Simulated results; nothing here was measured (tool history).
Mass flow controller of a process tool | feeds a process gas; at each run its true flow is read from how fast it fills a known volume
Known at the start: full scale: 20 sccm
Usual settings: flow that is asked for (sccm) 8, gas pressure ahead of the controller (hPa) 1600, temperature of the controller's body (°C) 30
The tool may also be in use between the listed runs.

run    hour  flow that is asked for (sccm)  gas pressure ahead of the controller (hPa)  temperature of the controller's body (°C)  true flow (%)
  1       0                              8                                        1600                                         30          98.96
  2   150.8                              8                                        1600                                         30          98.78
  3     310                              2                                        1600                                         30          97.86
  4   451.6                              8                                        1600                                         26          98.26
  5   555.7                              8                                        2760                                         30          98.96
  6   661.6                              3                                        2680                                         30           98.1
  7   825.6                              3                                        2680                                         30          98.25
  8  1010.2                             16                                        1600                                         30          99.41
  9  1129.3                              8                                        2100                                         30          98.65
 10  1331.1                              8                                        2100                                         30          98.68

The same runs without the tool's hidden state, with the same run-to-run variation:
The hidden state here: flow at rest that the sensor doesn't see, % of full scale; true flow over the shown one, %; drift of the gauge itself on true_pct, %.
run  true flow (%)
  1          99.55
  2           99.4
  3          98.99
  4          98.95
  5          99.67
  6          99.13
  7          99.33
  8         100.12
  9          99.49
 10          99.57

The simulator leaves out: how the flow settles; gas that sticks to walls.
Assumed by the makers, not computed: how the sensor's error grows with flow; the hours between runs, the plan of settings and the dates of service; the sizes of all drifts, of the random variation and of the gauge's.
